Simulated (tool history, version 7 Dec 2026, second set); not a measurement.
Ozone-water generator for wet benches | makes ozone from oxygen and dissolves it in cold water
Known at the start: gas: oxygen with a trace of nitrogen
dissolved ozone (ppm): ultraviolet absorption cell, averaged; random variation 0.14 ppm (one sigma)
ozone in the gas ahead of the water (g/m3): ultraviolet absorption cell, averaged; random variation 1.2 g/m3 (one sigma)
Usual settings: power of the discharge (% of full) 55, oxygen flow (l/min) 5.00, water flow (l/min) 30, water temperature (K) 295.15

| run | day | power of the discharge (% of full) | oxygen flow (l/min) | water flow (l/min) | water temperature (K) | dissolved ozone (ppm) | ozone in the gas ahead of the water (g/m3) |
|---|---|---|---|---|---|---|---|
| 1 | 0.000 | 55 | 5.00 | 30 | 295.15 | 16.0 | 219.1 |
| 2 | 4.992 | 55 | 5.00 | 30 | 295.15 | 16.0 | 219.5 |
| 3 | 8.088 | 55 | 5.00 | 30 | 295.15 | 16.1 | 220.1 |
| 4 | 11.679 | 55 | 5.00 | 30 | 295.15 | 16.0 | 219.0 |
| 5 | 16.808 | 55 | 5.00 | 30 | 295.15 | 16.2 | 219.2 |
| 6 | 19.317 | 55 | 5.00 | 30 | 295.15 | 16.1 | 220.2 |
| 7 | 23.371 | 55 | 5.00 | 30 | 295.15 | 16.1 | 221.0 |
| 8 | 28.542 | 55 | 5.00 | 30 | 295.15 | 16.1 | 220.3 |
| 9 | 33.796 | 55 | 5.00 | 30 | 295.15 | 16.0 | 219.1 |
| 10 | 39.483 | 55 | 5.00 | 30 | 295.15 | 16.0 | 222.9 |
| 11 | 45.254 | 55 | 5.00 | 30 | 295.15 | 16.2 | 222.4 |
| 12 | 50.546 | 55 | 5.00 | 30 | 295.15 | 16.2 | 223.2 |
| 13 | 53.233 | 55 | 5.00 | 30 | 295.15 | 16.1 | 222.0 |
| 14 | 56.538 | 55 | 5.00 | 28 | 295.15 | 17.1 | 219.2 |
| 15 | 60.442 | 55 | 5.00 | 28 | 295.15 | 17.3 | 221.3 |
| 16 | 65.121 | 55 | 5.00 | 28 | 295.15 | 17.1 | 221.4 |
|  | 69.017 | contactor cleaned |
| 17 | 69.917 | 55 | 2.99 | 28 | 298.15 | 15.2 | 285.3 |
| 18 | 72.538 | 72 | 5.00 | 30 | 295.15 | 19.0 | 266.1 |
| 19 | 77.429 | 72 | 5.00 | 30 | 295.15 | 19.4 | 263.7 |
| 20 | 80.738 | 47 | 4.10 | 19 | 291.15 | 21.9 | 222.4 |
| 21 | 86.117 | 55 | 8.47 | 38 | 295.15 | 13.8 | 169.6 |
| 22 | 89.433 | 75 | 5.00 | 30 | 295.15 | 19.7 | 274.5 |
| 23 | 93.346 | 75 | 5.00 | 30 | 295.15 | 19.8 | 274.4 |

The next listed run, before its measurement:
| 24 | 98.546 | 47 | 8.39 | 26 | 298.15 | ? | ? |

Run 24 gave dissolved ozone (ppm) 15.8, ozone in the gas ahead of the water (g/m3) 155.7.
Without the tool's hidden state the same run would have given dissolved ozone (ppm) 15.8, ozone in the gas ahead of the water (g/m3) 155.7.
